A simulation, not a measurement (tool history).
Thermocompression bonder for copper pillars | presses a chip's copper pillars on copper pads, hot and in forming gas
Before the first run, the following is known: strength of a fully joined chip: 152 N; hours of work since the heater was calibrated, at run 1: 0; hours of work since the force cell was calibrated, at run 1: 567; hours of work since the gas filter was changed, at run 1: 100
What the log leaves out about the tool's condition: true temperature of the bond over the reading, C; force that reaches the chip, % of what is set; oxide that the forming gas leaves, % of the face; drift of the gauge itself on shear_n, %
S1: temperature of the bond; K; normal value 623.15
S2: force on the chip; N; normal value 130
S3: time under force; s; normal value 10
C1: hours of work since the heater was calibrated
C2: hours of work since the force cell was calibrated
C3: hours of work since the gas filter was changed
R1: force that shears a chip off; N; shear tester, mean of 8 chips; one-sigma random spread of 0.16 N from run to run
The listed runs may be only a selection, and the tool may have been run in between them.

Run 1, hour 0: usual settings; C1 0; C2 567; C3 100. Result: R1 113.9 N.
Run 2, hour 49.1: usual settings but S1 642.15 K; C1 29; C2 596; C3 129. Result: R1 122.1 N.
Run 3, hour 75.5: usual settings but S1 642.15 K; C1 45; C2 612; C3 145. Result: R1 121.8 N.
Run 4, hour 127.7: usual settings but S1 642.15 K; C1 76; C2 643; C3 176. Result: R1 121.9 N.
At hour 183.8: forming gas filter changed.
Run 5, hour 184.8: usual settings but S1 642.15 K; C1 110; C2 677; C3 1. Result: R1 124.4 N.
Run 6, hour 211.8: usual settings but S3 24 s; C1 126; C2 693; C3 17. Result: R1 134.8 N.
Run 7, hour 257.8: usual settings but S3 24 s; C1 153; C2 720; C3 44. Result: R1 134.5 N.
Run 8, hour 283.6: usual settings but S1 618.15 K; C1 169; C2 735; C3 59. Result: R1 113.2 N.
Run 9, hour 311.7: usual settings but S1 618.15 K; C1 185; C2 752; C3 76. Result: R1 113.2 N.
Run 10, hour 336.6: usual settings but S1 618.15 K; C1 200; C2 767; C3 91. Result: R1 112.9 N.
Run 11, hour 369.4: usual settings; C1 220; C2 787; C3 111. Result: R1 115.2 N.
At hour 397.4: force cell calibrated.
Run 12, hour 410.2: usual settings; C1 243; C2 8; C3 134. Result: R1 112.6 N.
Run 13, hour 444.7: usual settings but S1 641.15 K; C1 264; C2 28; C3 154. Result: R1 120 N.
Run 14, hour 473.2: usual settings but S3 7 s; C1 281; C2 45; C3 171. Result: R1 102.9 N.
Run 15, hour 517.9: usual settings but S3 7 s; C1 307; C2 72; C3 198. Result: R1 102.9 N.
At hour 536.7: forming gas filter changed.
Run 16, hour 569.8: usual settings; C1 338; C2 102; C3 20. Result: R1 114.7 N.
Run 17, hour 608.5: usual settings; C1 361; C2 125; C3 43. Result: R1 114.5 N.
Run 18, hour 646.2: usual settings but S2 138 N; C1 383; C2 148; C3 65. Result: R1 116.5 N.
Run 19, hour 681.8: usual settings but S2 138 N; C1 405; C2 169; C3 86. Result: R1 116.3 N.
Run 20, hour 723.8: usual settings but S2 138 N; C1 430; C2 194; C3 111. Result: R1 116.1 N.
Run 21, hour 768: usual settings but S2 138 N; C1 456; C2 220; C3 138. Result: R1 115.7 N.
Run 22, hour 810.8: usual settings but S1 599.15 K, S2 178 N; C1 481; C2 246; C3 163. Result: R1 112.5 N.
Run 23, hour 845.3: usual settings but S1 599.15 K, S2 178 N, S3 9 s; C1 502; C2 266; C3 184. Result: R1 109.7 N.

For run 24, what comes out?
Run 24, hour 870.8: usual settings but S1 596.15 K, S2 115 N, S3 29 s; C1 517; C2 282; C3 199. Result: R1 ?.

Run 24 yielded R1 122.3 N.
The same run, on a tool lacking any hidden state, would have yielded R1 122 N.
